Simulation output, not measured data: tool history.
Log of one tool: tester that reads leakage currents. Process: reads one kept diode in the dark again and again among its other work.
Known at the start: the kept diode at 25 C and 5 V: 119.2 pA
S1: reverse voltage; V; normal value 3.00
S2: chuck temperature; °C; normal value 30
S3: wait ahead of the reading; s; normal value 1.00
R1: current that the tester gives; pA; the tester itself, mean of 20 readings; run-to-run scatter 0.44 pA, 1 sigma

run 1 hour=0.0 | S1=3.00 S2=30 S3=1.00 | R1=144.19
run 2 hour=107.5 | S1=3.00 S2=30 S3=1.00 | R1=144.71
run 3 hour=312.9 | S1=3.00 S2=30 S3=1.00 | R1=143.69
run 4 hour=462.5 | S1=3.00 S2=30 S3=1.00 | R1=143.35
run 5 hour=614.0 | S1=4.14 S2=30 S3=1.00 | R1=160.59
run 6 hour=805.6 | S1=4.14 S2=30 S3=1.00 | R1=159.26
run 7 hour=909.8 | S1=18.84 S2=30 S3=1.00 | R1=279.49
run 8 hour=1021.5 | S1=2.02 S2=30 S3=1.00 | R1=123.07
run 9 hour=1125.5 | S1=5.19 S2=30 S3=1.00 | R1=173.00
run 10 hour=1237.4 | S1=3.00 S2=26 S3=1.00 | R1=104.90
run 11 hour=1426.7 | S1=3.00 S2=26 S3=0.38 | R1=105.12
run 12 hour=1559.2 | S1=3.00 S2=53 S3=1.00 | R1=677.97
run 13 hour=1750.8 | S1=3.00 S2=30 S3=1.00 | R1=138.92
run 14 hour=1858.2 | S1=3.00 S2=30 S3=1.28 | R1=139.29
run 15 hour=2026.8 | S1=3.00 S2=30 S3=1.34 | R1=138.24
run 16 hour=2182.2 | S1=3.00 S2=30 S3=1.34 | R1=137.42
-- hour=2232.5 probe card cleaned and baked
run 17 hour=2373.6 | S1=3.00 S2=30 S3=4.66 | R1=135.07
run 18 hour=2515.3 | S1=3.00 S2=30 S3=4.66 | R1=134.33
run 19 hour=2664.7 | S1=3.00 S2=30 S3=4.66 | R1=133.82
run 20 hour=2801.6 | S1=3.00 S2=39 S3=1.00 | R1=255.10

Run 21 comes next. What will it give?
run 21 hour=2898.0 | S1=3.00 S2=39 S3=1.00 | R1=?

R1: 256.31 pA
On a tool with no hidden condition, and with the same random variation, this run would have come out at R1 277.66 pA.
